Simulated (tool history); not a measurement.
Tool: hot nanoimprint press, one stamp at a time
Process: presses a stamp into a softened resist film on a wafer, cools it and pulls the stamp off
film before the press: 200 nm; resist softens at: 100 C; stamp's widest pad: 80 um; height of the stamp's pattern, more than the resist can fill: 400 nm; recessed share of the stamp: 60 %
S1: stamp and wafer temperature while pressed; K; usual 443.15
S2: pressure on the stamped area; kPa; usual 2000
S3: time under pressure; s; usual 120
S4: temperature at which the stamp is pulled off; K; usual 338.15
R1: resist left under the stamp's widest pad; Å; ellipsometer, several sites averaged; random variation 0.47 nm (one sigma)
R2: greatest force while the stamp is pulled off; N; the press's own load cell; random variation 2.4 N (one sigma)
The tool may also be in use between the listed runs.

run 1 hour=0.0 | S1=443.15 S2=2000 S3=120 S4=338.15 | R1=730 R2=107
run 2 hour=22.3 | S1=443.15 S2=2000 S3=120 S4=338.15 | R1=793 R2=112
run 3 hour=59.5 | S1=443.15 S2=2000 S3=120 S4=338.15 | R1=790 R2=110
run 4 hour=97.7 | S1=443.15 S2=2000 S3=120 S4=338.15 | R1=796 R2=122
run 5 hour=135.0 | S1=443.15 S2=2000 S3=120 S4=338.15 | R1=786 R2=121
run 6 hour=163.6 | S1=443.15 S2=2000 S3=120 S4=338.15 | R1=783 R2=121
run 7 hour=183.6 | S1=451.15 S2=2000 S3=69 S4=338.15 | R1=728 R2=120
run 8 hour=206.0 | S1=451.15 S2=2000 S3=69 S4=338.15 | R1=730 R2=121
run 9 hour=231.4 | S1=443.15 S2=2000 S3=138 S4=338.15 | R1=744 R2=130
run 10 hour=258.1 | S1=443.15 S2=1410 S3=138 S4=338.15 | R1=897 R2=125
run 11 hour=274.8 | S1=443.15 S2=1410 S3=138 S4=338.15 | R1=906 R2=132

Taken out of this log: 1 entry between the listed runs. Where each belongs, and how the hidden state differs across it:
Between runs 1 and 2: plate thermocouple calibrated (hour 16.3)
  true temperature over the reading, C: 2.04 -> -0.17; pressure that arrives at the usual setting, %: 98.07 -> 97.98; grip of the stamp's worn release coat, % over a new coat's: 1.8 -> 3.1
  measured less the result without the state, R1: -45 -> +14 Å; R2: -1 -> +3 N
